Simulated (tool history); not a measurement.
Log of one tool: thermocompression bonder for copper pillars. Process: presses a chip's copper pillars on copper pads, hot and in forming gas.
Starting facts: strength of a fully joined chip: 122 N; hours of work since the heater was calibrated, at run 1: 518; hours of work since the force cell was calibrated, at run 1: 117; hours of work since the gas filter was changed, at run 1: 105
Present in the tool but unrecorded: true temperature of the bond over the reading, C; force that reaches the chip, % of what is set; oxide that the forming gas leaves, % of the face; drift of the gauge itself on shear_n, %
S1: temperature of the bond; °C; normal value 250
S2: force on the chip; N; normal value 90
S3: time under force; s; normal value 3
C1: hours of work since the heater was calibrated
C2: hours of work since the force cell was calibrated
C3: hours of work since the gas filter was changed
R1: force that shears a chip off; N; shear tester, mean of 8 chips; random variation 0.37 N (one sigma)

run 1 hour=0.0 | S1=250 S2=90 S3=3 | C1=518 C2=117 C3=105 | R1=57.0
run 2 hour=12.5 | S1=250 S2=90 S3=3 | C1=524 C2=123 C3=111 | R1=56.2
run 3 hour=26.8 | S1=224 S2=90 S3=3 | C1=531 C2=130 C3=117 | R1=38.1
run 4 hour=41.0 | S1=224 S2=90 S3=3 | C1=538 C2=137 C3=124 | R1=38.5
run 5 hour=50.4 | S1=228 S2=90 S3=3 | C1=542 C2=141 C3=129 | R1=41.6
run 6 hour=63.0 | S1=228 S2=90 S3=3 | C1=548 C2=147 C3=135 | R1=41.9
run 7 hour=77.0 | S1=279 S2=90 S3=3 | C1=555 C2=154 C3=142 | R1=76.5
run 8 hour=90.4 | S1=279 S2=90 S3=3 | C1=561 C2=161 C3=148 | R1=76.9
run 9 hour=98.8 | S1=279 S2=90 S3=3 | C1=565 C2=165 C3=152 | R1=77.7
run 10 hour=107.3 | S1=250 S2=81 S3=3 | C1=569 C2=169 C3=156 | R1=52.7
run 11 hour=119.4 | S1=242 S2=81 S3=3 | C1=575 C2=174 C3=162 | R1=47.1
run 12 hour=130.9 | S1=242 S2=81 S3=3 | C1=581 C2=180 C3=167 | R1=47.2
run 13 hour=145.0 | S1=242 S2=81 S3=3 | C1=587 C2=187 C3=174 | R1=47.0
run 14 hour=157.3 | S1=242 S2=81 S3=3 | C1=593 C2=193 C3=180 | R1=47.6
run 15 hour=168.2 | S1=242 S2=81 S3=3 | C1=599 C2=198 C3=185 | R1=47.3
run 16 hour=180.0 | S1=250 S2=90 S3=3 | C1=604 C2=204 C3=191 | R1=56.5
run 17 hour=189.7 | S1=250 S2=90 S3=3 | C1=609 C2=208 C3=196 | R1=56.5
run 18 hour=201.3 | S1=250 S2=90 S3=3 | C1=615 C2=214 C3=201 | R1=56.9
run 19 hour=213.8 | S1=269 S2=64 S3=3 | C1=621 C2=220 C3=207 | R1=56.7
run 20 hour=220.3 | S1=269 S2=64 S3=3 | C1=624 C2=223 C3=210 | R1=56.2
run 21 hour=233.9 | S1=246 S2=90 S3=3 | C1=630 C2=229 C3=217 | R1=53.9
run 22 hour=245.4 | S1=244 S2=97 S3=9 | C1=636 C2=235 C3=222 | R1=78.0
run 23 hour=252.9 | S1=275 S2=103 S3=7 | C1=639 C2=239 C3=226 | R1=95.3
run 24 hour=266.9 | S1=246 S2=61 S3=3 | C1=646 C2=245 C3=233 | R1=40.4
run 25 hour=278.9 | S1=240 S2=90 S3=5 | C1=652 C2=251 C3=238 | R1=58.5
run 26 hour=293.2 | S1=240 S2=90 S3=2 | C1=659 C2=258 C3=245 | R1=42.8
run 27 hour=307.6 | S1=234 S2=97 S3=2 | C1=666 C2=265 C3=252 | R1=41.2
run 28 hour=318.1 | S1=236 S2=90 S3=3 | C1=671 C2=270 C3=257 | R1=47.7
run 29 hour=328.7 | S1=277 S2=86 S3=4 | C1=676 C2=275 C3=262 | R1=78.4
-- hour=332.6 heater calibrated with a thermocouple chip
run 30 hour=342.1 | S1=253 S2=86 S3=2 | C1=5 C2=280 C3=268 | R1=39.9
run 31 hour=356.0 | S1=253 S2=86 S3=2 | C1=11 C2=287 C3=275 | R1=40.1
run 32 hour=367.3 | S1=223 S2=86 S3=2 | C1=17 C2=293 C3=280 | R1=24.1
run 33 hour=381.0 | S1=223 S2=86 S3=2 | C1=23 C2=299 C3=287 | R1=24.3
run 34 hour=395.0 | S1=223 S2=86 S3=2 | C1=30 C2=306 C3=293 | R1=24.4
run 35 hour=408.5 | S1=223 S2=81 S3=2 | C1=36 C2=312 C3=300 | R1=23.3
run 36 hour=423.1 | S1=223 S2=79 S3=2 | C1=43 C2=319 C3=307 | R1=22.4

For each run, the measured value with the value that run would have given without the tool's hidden condition subtracted. The run-to-run variation is shared by both, the gauge scatter possibly not:
run=1 R1=+5.3
run=2 R1=+5.3
run=3 R1=+4.7
run=4 R1=+4.8
run=5 R1=+4.9
run=6 R1=+5.0
run=7 R1=+4.4
run=8 R1=+4.3
run=9 R1=+4.3
run=10 R1=+5.1
run=11 R1=+5.0
run=12 R1=+5.0
run=13 R1=+4.9
run=14 R1=+5.0
run=15 R1=+5.0
run=16 R1=+5.1
run=17 R1=+5.0
run=18 R1=+5.1
run=19 R1=+4.5
run=20 R1=+4.4
run=21 R1=+5.1
run=22 R1=+4.8
run=23 R1=+1.3
run=24 R1=+4.4
run=25 R1=+5.3
run=26 R1=+4.7
run=27 R1=+4.8
run=28 R1=+5.1
run=29 R1=+3.1
run=30 R1=-4.5
run=31 R1=-4.4
run=32 R1=-2.9
run=33 R1=-2.9
run=34 R1=-2.8
run=35 R1=-2.7
run=36 R1=-2.6

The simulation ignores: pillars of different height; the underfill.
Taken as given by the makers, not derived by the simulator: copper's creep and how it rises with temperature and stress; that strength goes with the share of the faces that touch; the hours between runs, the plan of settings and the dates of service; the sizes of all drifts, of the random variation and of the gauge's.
